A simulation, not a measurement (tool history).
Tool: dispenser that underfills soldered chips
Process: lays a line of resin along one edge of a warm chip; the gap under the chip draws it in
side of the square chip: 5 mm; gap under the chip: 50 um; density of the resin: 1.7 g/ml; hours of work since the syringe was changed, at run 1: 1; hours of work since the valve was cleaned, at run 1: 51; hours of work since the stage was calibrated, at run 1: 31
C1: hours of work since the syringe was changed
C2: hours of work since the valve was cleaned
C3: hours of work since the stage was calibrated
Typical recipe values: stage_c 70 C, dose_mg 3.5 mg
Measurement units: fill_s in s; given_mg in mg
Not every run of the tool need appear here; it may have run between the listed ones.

run 1 day=0 | stage_c=70 dose_mg=3.5 | C1=1 C2=51 C3=31 | fill_s=6.8 given_mg=3.33
run 2 day=0.421 | stage_c=70 dose_mg=3.5 | C1=9 C2=59 C3=39 | fill_s=11.8 given_mg=3.27
-- day=0.558 new syringe of resin
run 3 day=1.021 | stage_c=55 dose_mg=3.5 | C1=9 C2=70 C3=49 | fill_s=22.5 given_mg=3.26
-- day=1.2 new syringe of resin
run 4 day=1.308 | stage_c=70 dose_mg=4 | C1=2 C2=75 C3=54 | fill_s=7.2 given_mg=3.69
run 5 day=1.729 | stage_c=70 dose_mg=4 | C1=10 C2=83 C3=62 | fill_s=11.9 given_mg=3.67
-- day=1.846 new syringe of resin
run 6 day=2.112 | stage_c=70 dose_mg=4 | C1=5 C2=89 C3=69 | fill_s=8.9 given_mg=3.63
-- day=2.479 new syringe of resin
-- day=2.575 dispensing valve cleaned and set on the balance
run 7 day=2.746 | stage_c=70 dose_mg=4 | C1=4 C2=3 C3=80 | fill_s=8 given_mg=3.99

What does the tool deliver on the next run?
-- day=3.15 new syringe of resin
run 8 day=3.25 | stage_c=57 dose_mg=3.29 | C1=2 C2=12 C3=89 | fill_s=? given_mg=?

For run 8 the tool returned fill_s 13.3 s, given_mg 3.25 mg.
If the tool had no hidden condition, the same run with the same run-to-run variation would have returned fill_s 11.7 s, given_mg 3.29 mg.
